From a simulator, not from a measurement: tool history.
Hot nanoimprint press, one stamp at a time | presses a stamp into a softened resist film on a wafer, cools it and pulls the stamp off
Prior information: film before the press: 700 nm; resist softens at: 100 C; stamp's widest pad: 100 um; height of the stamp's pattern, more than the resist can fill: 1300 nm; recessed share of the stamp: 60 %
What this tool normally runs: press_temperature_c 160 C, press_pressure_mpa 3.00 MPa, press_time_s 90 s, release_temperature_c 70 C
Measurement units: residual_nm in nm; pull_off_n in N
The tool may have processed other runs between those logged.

run	hour	press_temperature_c	press_pressure_mpa	press_time_s	release_temperature_c	residual_nm	pull_off_n
1	0.0	160	3.00	90	70	399.7	164
2	16.4	160	3.00	90	70	401.3	164
3	34.4	160	3.00	90	70	399.5	166
4	45.9	160	3.00	90	70	400.0	167
5	63.5	160	3.00	90	70	400.9	170
# hour 72.2: plate thermocouple calibrated
6	78.5	160	3.00	90	70	422.1	174
7	92.3	160	3.00	90	70	424.1	177
8	105.3	160	3.00	90	70	421.9	179
9	117.5	160	3.00	160	70	353.0	180
10	132.3	160	3.00	160	70	352.8	182
11	151.4	169	3.00	90	70	300.7	184
12	169.0	160	3.00	90	70	420.0	185
13	180.1	160	3.40	90	70	400.1	188
14	201.8	160	3.00	90	70	421.1	188
15	210.6	160	3.00	90	70	421.0	188
16	220.4	160	3.00	129	73	377.2	179
17	230.1	160	3.00	129	73	376.5	179
18	245.7	153	2.99	129	73	487.1	181
# hour 261.0: stamp cleaned and given a new release coat
19	271.0	153	2.99	129	73	487.7	158
20	288.8	153	2.99	87	70	531.3	168
21	298.7	149	3.00	90	66	580.1	180
22	315.9	153	3.95	90	61	482.1	200
23	328.6	159	2.19	62	59	528.8	206
24	339.2	159	2.19	62	59	529.6	211
25	352.3	160	2.65	51	70	508.4	175
26	366.9	165	3.00	90	70	347.7	179
27	383.0	149	3.00	90	56	581.0	236

For each run, the measured value with the value that run would have given without the tool's hidden condition subtracted. The run-to-run variation is shared by both, the gauge scatter possibly not:
Hidden conditions of the tool in this case: true temperature over the reading, C; pressure that arrives at the usual setting, %; grip of the stamp's worn release coat, % over a new coat's; drift of the gauge itself on residual_nm, %; drift of the gauge itself on pull_off_n, %.
run	residual_nm	pull_off_n
1	-16.2	-3
2	-16.6	-1
3	-16.7	+0
4	-17.0	+2
5	-17.3	+4
6	+5.8	+11
7	+5.7	+12
8	+5.4	+14
9	+5.0	+15
10	+4.8	+17
11	+3.9	+19
12	+4.5	+20
13	+4.6	+22
14	+4.0	+24
15	+3.8	+25
16	+3.6	+24
17	+3.5	+25
18	+3.1	+28
19	+2.8	+1
20	+2.3	+3
21	+1.7	+4
22	+3.2	+8
23	+1.0	+9
24	+0.8	+11
25	+1.2	+10
26	+1.6	+12
27	+0.5	+18
